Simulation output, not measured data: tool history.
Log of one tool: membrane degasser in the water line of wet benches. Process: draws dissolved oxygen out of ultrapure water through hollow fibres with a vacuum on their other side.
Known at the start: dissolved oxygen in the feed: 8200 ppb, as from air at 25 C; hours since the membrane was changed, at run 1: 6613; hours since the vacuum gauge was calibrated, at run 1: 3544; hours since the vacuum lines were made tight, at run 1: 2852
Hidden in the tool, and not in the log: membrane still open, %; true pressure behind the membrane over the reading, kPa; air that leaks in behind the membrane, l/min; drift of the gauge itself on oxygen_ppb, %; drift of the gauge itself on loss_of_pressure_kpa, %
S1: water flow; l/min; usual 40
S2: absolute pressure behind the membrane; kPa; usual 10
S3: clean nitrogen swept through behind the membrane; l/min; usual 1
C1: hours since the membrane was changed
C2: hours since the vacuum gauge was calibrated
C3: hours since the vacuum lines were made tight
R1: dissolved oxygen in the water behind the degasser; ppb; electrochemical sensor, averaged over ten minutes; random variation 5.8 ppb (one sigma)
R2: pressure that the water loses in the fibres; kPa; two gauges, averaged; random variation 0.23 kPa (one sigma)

run	day	S1	S2	S3	C1	C2	C3	R1	R2
1	0	40	10	1	6613	3544	2852	587.4	56.42
2	6.121	40	10	0.78	6760	3691	2999	681.5	55.72
3	13.096	40	10	0.78	6927	3859	3166	684.2	56.7
# day 14.112: seals of the vacuum lines changed
4	17.133	40	10	0.78	7022	3953	73	692.6	55.91
5	20.729	34	10	0.78	7108	4040	159	597.5	48.05
6	24.762	40	10	1.81	7205	4136	256	382.6	56.72
7	32.571	40	10	1	7393	4324	443	568.7	56.41
8	39.338	40	10	1	7555	4486	605	586.3	56.38
9	44.821	40	10	1	7687	4618	737	574.1	56.17
10	52.433	40	10	1	7869	4801	920	580.7	56.55
11	60.538	32	10	1	8064	4995	1114	466	45.41
12	64.296	52	10	1.64	8154	5085	1204	529.9	73.48
13	69.279	40	6.4	2.4	8274	5205	1324	188.1	56.19
14	77.242	27	11.8	1.57	8465	5396	1515	357.3	38.09
15	81.388	27	11.8	1.57	8564	5496	1615	353.8	37.7
16	87.004	40	10	2.17	8699	5630	1749	341.2	55.91
17	91.717	40	10	2.17	8812	5743	1863	339.5	56.43
18	100.158	40	8.6	0.5	9015	5946	2065	730.2	56.47
19	107.629	40	8.6	0.5	9194	6125	2244	737.4	56.45
20	113.746	40	20.3	1.2	9341	6272	2391	1114.5	56.26
# day 119.258: vacuum gauge calibrated
21	119.258	58	20.3	1.09	9473	0	2523	1577.1	81.66
22	126.533	58	20.3	1.09	9647	175	2698	1546.7	81.77

Forecast each of these 4 alternatives for the next run:
A	132.483	33	10	0.44	9790	317	2840	?	?
B	132.483	58	15.5	1.09	9790	317	2840	?	?
C	132.483	44	12.9	1.09	9790	317	2840	?	?
D	132.483	28	14.1	0.6	9790	317	2840	?	?

run	R1	R2
A	852.2	46.76
B	1183	82
C	795.7	62.13
D	919.6	39.62
Without the tool's hidden state the same runs would have given:
run	R1	R2
A	851.7	46.65
B	1182	81.82
C	794.9	61.99
D	919.2	39.53

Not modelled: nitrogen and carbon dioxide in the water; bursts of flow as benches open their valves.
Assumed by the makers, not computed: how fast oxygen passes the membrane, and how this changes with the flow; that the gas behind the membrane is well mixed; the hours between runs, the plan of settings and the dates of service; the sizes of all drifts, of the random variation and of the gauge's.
